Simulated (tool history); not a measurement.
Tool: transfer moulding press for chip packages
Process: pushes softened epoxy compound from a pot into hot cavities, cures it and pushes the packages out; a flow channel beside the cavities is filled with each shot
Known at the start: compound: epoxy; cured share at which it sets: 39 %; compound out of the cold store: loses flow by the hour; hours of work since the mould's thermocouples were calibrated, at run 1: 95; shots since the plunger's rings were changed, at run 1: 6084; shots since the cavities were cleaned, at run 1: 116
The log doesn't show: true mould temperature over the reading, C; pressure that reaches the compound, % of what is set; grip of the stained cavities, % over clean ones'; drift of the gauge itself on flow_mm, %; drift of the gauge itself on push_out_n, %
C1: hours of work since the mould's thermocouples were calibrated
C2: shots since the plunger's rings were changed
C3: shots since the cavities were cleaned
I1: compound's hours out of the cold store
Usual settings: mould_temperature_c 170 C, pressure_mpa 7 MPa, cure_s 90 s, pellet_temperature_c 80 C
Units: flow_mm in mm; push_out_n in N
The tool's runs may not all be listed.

{"run": 1, "hour": 0.0, "mould_temperature_c": 170, "pressure_mpa": 7, "cure_s": 90, "pellet_temperature_c": 80, "C1": 95, "C2": 6084, "C3": 116, "I1": 39.1, "flow_mm": 510, "push_out_n": 544}
{"run": 2, "hour": 36.2, "mould_temperature_c": 171, "pressure_mpa": 7, "cure_s": 90, "pellet_temperature_c": 80, "C1": 113, "C2": 6428, "C3": 460, "I1": 37, "flow_mm": 510, "push_out_n": 515}
{"hour": 101.8, "done": "plunger's sealing rings changed"}
{"hour": 115.3, "done": "cavities cleaned with cleaning compound and waxed"}
{"run": 3, "hour": 127.5, "mould_temperature_c": 171, "pressure_mpa": 7, "cure_s": 90, "pellet_temperature_c": 80, "C1": 156, "C2": 230, "C3": 115, "I1": 42.6, "flow_mm": 509, "push_out_n": 524}
{"run": 4, "hour": 189.1, "mould_temperature_c": 171, "pressure_mpa": 7, "cure_s": 90, "pellet_temperature_c": 80, "C1": 186, "C2": 817, "C3": 702, "I1": 26.5, "flow_mm": 530, "push_out_n": 550}
{"hour": 240.0, "done": "cavities cleaned with cleaning compound and waxed"}
{"run": 5, "hour": 277.9, "mould_temperature_c": 171, "pressure_mpa": 7, "cure_s": 90, "pellet_temperature_c": 80, "C1": 230, "C2": 1647, "C3": 361, "I1": 22.9, "flow_mm": 531, "push_out_n": 526}
{"run": 6, "hour": 341.9, "mould_temperature_c": 171, "pressure_mpa": 7, "cure_s": 90, "pellet_temperature_c": 80, "C1": 261, "C2": 2256, "C3": 970, "I1": 42.6, "flow_mm": 507, "push_out_n": 536}
{"hour": 363.3, "done": "cavities cleaned with cleaning compound and waxed"}
{"run": 7, "hour": 419.6, "mould_temperature_c": 171, "pressure_mpa": 7, "cure_s": 90, "pellet_temperature_c": 80, "C1": 299, "C2": 2980, "C3": 535, "I1": 46.4, "flow_mm": 508, "push_out_n": 518}
{"run": 8, "hour": 471.1, "mould_temperature_c": 170, "pressure_mpa": 7, "cure_s": 90, "pellet_temperature_c": 80, "C1": 324, "C2": 3470, "C3": 1025, "I1": 9.1, "flow_mm": 558, "push_out_n": 578}
{"hour": 487.5, "done": "cavities cleaned with cleaning compound and waxed"}
{"run": 9, "hour": 515.2, "mould_temperature_c": 170, "pressure_mpa": 7, "cure_s": 90, "pellet_temperature_c": 80, "C1": 346, "C2": 3876, "C3": 264, "I1": 27.6, "flow_mm": 524, "push_out_n": 568}
{"run": 10, "hour": 578.9, "mould_temperature_c": 170, "pressure_mpa": 7, "cure_s": 90, "pellet_temperature_c": 74, "C1": 377, "C2": 4482, "C3": 870, "I1": 8.3, "flow_mm": 553, "push_out_n": 602}
{"hour": 611.9, "done": "cavities cleaned with cleaning compound and waxed"}
{"run": 11, "hour": 649.1, "mould_temperature_c": 170, "pressure_mpa": 7, "cure_s": 90, "pellet_temperature_c": 87, "C1": 411, "C2": 5135, "C3": 354, "I1": 33, "flow_mm": 520, "push_out_n": 557}
{"run": 12, "hour": 704.5, "mould_temperature_c": 170, "pressure_mpa": 7, "cure_s": 90, "pellet_temperature_c": 87, "C1": 439, "C2": 5662, "C3": 881, "I1": 32, "flow_mm": 522, "push_out_n": 566}
{"hour": 737.4, "done": "cavities cleaned with cleaning compound and waxed"}
{"run": 13, "hour": 747.8, "mould_temperature_c": 170, "pressure_mpa": 7, "cure_s": 90, "pellet_temperature_c": 87, "C1": 459, "C2": 6059, "C3": 98, "I1": 26.9, "flow_mm": 522, "push_out_n": 565}
{"run": 14, "hour": 820.1, "mould_temperature_c": 170, "pressure_mpa": 7, "cure_s": 90, "pellet_temperature_c": 87, "C1": 495, "C2": 6747, "C3": 786, "I1": 31.8, "flow_mm": 519, "push_out_n": 555}
{"hour": 853.0, "done": "plunger's sealing rings changed"}
{"hour": 867.0, "done": "cavities cleaned with cleaning compound and waxed"}
{"run": 15, "hour": 912.3, "mould_temperature_c": 170, "pressure_mpa": 7, "cure_s": 90, "pellet_temperature_c": 87, "C1": 539, "C2": 551, "C3": 431, "I1": 47, "flow_mm": 506, "push_out_n": 557}
{"run": 16, "hour": 961.6, "mould_temperature_c": 170, "pressure_mpa": 5.48, "cure_s": 90, "pellet_temperature_c": 87, "C1": 563, "C2": 1019, "C3": 899, "I1": 27.6, "flow_mm": 462, "push_out_n": 549}
{"hour": 989.7, "done": "cavities cleaned with cleaning compound and waxed"}
{"run": 17, "hour": 1044.8, "mould_temperature_c": 170, "pressure_mpa": 5.48, "cure_s": 90, "pellet_temperature_c": 87, "C1": 604, "C2": 1797, "C3": 524, "I1": 16.5, "flow_mm": 478, "push_out_n": 571}
{"run": 18, "hour": 1082.8, "mould_temperature_c": 170, "pressure_mpa": 7, "cure_s": 127, "pellet_temperature_c": 80, "C1": 622, "C2": 2157, "C3": 884, "I1": 28.1, "flow_mm": 527, "push_out_n": 436}
{"hour": 1111.1, "done": "cavities cleaned with cleaning compound and waxed"}
{"run": 19, "hour": 1145.4, "mould_temperature_c": 170, "pressure_mpa": 7, "cure_s": 127, "pellet_temperature_c": 80, "C1": 653, "C2": 2739, "C3": 327, "I1": 11.8, "flow_mm": 544, "push_out_n": 443}
{"hour": 1167.8, "done": "mould's thermocouples calibrated"}
{"run": 20, "hour": 1198.2, "mould_temperature_c": 170, "pressure_mpa": 7, "cure_s": 127, "pellet_temperature_c": 80, "C1": 15, "C2": 3222, "C3": 810, "I1": 24.2, "flow_mm": 524, "push_out_n": 430}
{"hour": 1234.8, "done": "cavities cleaned with cleaning compound and waxed"}
{"run": 21, "hour": 1235.4, "mould_temperature_c": 175, "pressure_mpa": 7.27, "cure_s": 83, "pellet_temperature_c": 74, "C1": 33, "C2": 3562, "C3": 6, "I1": 14.8, "flow_mm": 544, "push_out_n": 543}
{"run": 22, "hour": 1318.8, "mould_temperature_c": 175, "pressure_mpa": 7.27, "cure_s": 83, "pellet_temperature_c": 74, "C1": 74, "C2": 4355, "C3": 799, "I1": 44.1, "flow_mm": 506, "push_out_n": 541}
{"hour": 1358.0, "done": "cavities cleaned with cleaning compound and waxed"}
{"run": 23, "hour": 1386.5, "mould_temperature_c": 166, "pressure_mpa": 6.65, "cure_s": 83, "pellet_temperature_c": 74, "C1": 107, "C2": 4985, "C3": 271, "I1": 44.9, "flow_mm": 499, "push_out_n": 842}
{"run": 24, "hour": 1457.2, "mould_temperature_c": 167, "pressure_mpa": 7, "cure_s": 73, "pellet_temperature_c": 77, "C1": 142, "C2": 5657, "C3": 943, "I1": 38.2, "flow_mm": 518, "push_out_n": 1133}
{"hour": 1481.1, "done": "cavities cleaned with cleaning compound and waxed"}
{"run": 25, "hour": 1542.6, "mould_temperature_c": 167, "pressure_mpa": 7, "cure_s": 88, "pellet_temperature_c": 77, "C1": 183, "C2": 6455, "C3": 584, "I1": 43.6, "flow_mm": 511, "push_out_n": 699}
{"hour": 1604.9, "done": "plunger's sealing rings changed"}
{"hour": 1606.4, "done": "cavities cleaned with cleaning compound and waxed"}
{"run": 26, "hour": 1623.5, "mould_temperature_c": 169, "pressure_mpa": 6.51, "cure_s": 84, "pellet_temperature_c": 89, "C1": 221, "C2": 163, "C3": 163, "I1": 47.8, "flow_mm": 487, "push_out_n": 651}
{"run": 27, "hour": 1695.3, "mould_temperature_c": 169, "pressure_mpa": 6.51, "cure_s": 84, "pellet_temperature_c": 89, "C1": 257, "C2": 846, "C3": 846, "I1": 22.6, "flow_mm": 516, "push_out_n": 688}
{"hour": 1729.8, "done": "cavities cleaned with cleaning compound and waxed"}
{"run": 28, "hour": 1753.6, "mould_temperature_c": 170, "pressure_mpa": 8.77, "cure_s": 95, "pellet_temperature_c": 80, "C1": 285, "C2": 1387, "C3": 227, "I1": 16.6, "flow_mm": 600, "push_out_n": 533}

Hidden state at the last listed run before each entry between runs and at the first one after, where it differs:
Between runs 2 and 3: plunger's sealing rings changed (hour 101.8); cavities cleaned with cleaning compound and waxed (hour 115.3)
  pressure that reaches the compound, % of what is set: 99.64 -> 99.98; grip of the stained cavities, % over clean ones': 0.5 -> 0.2
Between runs 4 and 5: cavities cleaned with cleaning compound and waxed (hour 240)
  true mould temperature over the reading, C: 0 -> -0.01; pressure that reaches the compound, % of what is set: 99.96 -> 99.91; grip of the stained cavities, % over clean ones': 0.6 -> 0.4
Between runs 6 and 7: cavities cleaned with cleaning compound and waxed (hour 363.3)
  pressure that reaches the compound, % of what is set: 99.88 -> 99.84; grip of the stained cavities, % over clean ones': 0.7 -> 0.6
Between runs 8 and 9: cavities cleaned with cleaning compound and waxed (hour 487.5)
  pressure that reaches the compound, % of what is set: 99.81 -> 99.79; grip of the stained cavities, % over clean ones': 0.7 -> 0.3
Between runs 10 and 11: cavities cleaned with cleaning compound and waxed (hour 611.9)
  pressure that reaches the compound, % of what is set: 99.76 -> 99.72; grip of the stained cavities, % over clean ones': 0.7 -> 0.4
Between runs 12 and 13: cavities cleaned with cleaning compound and waxed (hour 737.4)
  pressure that reaches the compound, % of what is set: 99.7 -> 99.68; grip of the stained cavities, % over clean ones': 0.7 -> 0.1
Between runs 14 and 15: plunger's sealing rings changed (hour 853); cavities cleaned with cleaning compound and waxed (hour 867)
  pressure that reaches the compound, % of what is set: 99.64 -> 99.97; grip of the stained cavities, % over clean ones': 0.6 -> 0.4
Between runs 16 and 17: cavities cleaned with cleaning compound and waxed (hour 989.7)
  pressure that reaches the compound, % of what is set: 99.94 -> 99.9; grip of the stained cavities, % over clean ones': 0.7 -> 0.5
Between runs 18 and 19: cavities cleaned with cleaning compound and waxed (hour 1111.1)
  pressure that reaches the compound, % of what is set: 99.88 -> 99.85; grip of the stained cavities, % over clean ones': 0.7 -> 0.4
Between runs 19 and 20: mould's thermocouples calibrated (hour 1167.8)
  true mould temperature over the reading, C: -0.01 -> 0; pressure that reaches the compound, % of what is set: 99.85 -> 99.82; grip of the stained cavities, % over clean ones': 0.4 -> 0.6
Between runs 20 and 21: cavities cleaned with cleaning compound and waxed (hour 1234.8)
  pressure that reaches the compound, % of what is set: 99.82 -> 99.8; grip of the stained cavities, % over clean ones': 0.6 -> 0
Between runs 22 and 23: cavities cleaned with cleaning compound and waxed (hour 1358)
  pressure that reaches the compound, % of what is set: 99.76 -> 99.73; grip of the stained cavities, % over clean ones': 0.6 -> 0.3
Between runs 24 and 25: cavities cleaned with cleaning compound and waxed (hour 1481.1)
  pressure that reaches the compound, % of what is set: 99.7 -> 99.65; grip of the stained cavities, % over clean ones': 0.7 -> 0.5
Between runs 25 and 26: plunger's sealing rings changed (hour 1604.9); cavities cleaned with cleaning compound and waxed (hour 1606.4)
  pressure that reaches the compound, % of what is set: 99.65 -> 99.99; grip of the stained cavities, % over clean ones': 0.5 -> 0.2
Between runs 27 and 28: cavities cleaned with cleaning compound and waxed (hour 1729.8)
  pressure that reaches the compound, % of what is set: 99.95 -> 99.92; grip of the stained cavities, % over clean ones': 0.7 -> 0.3
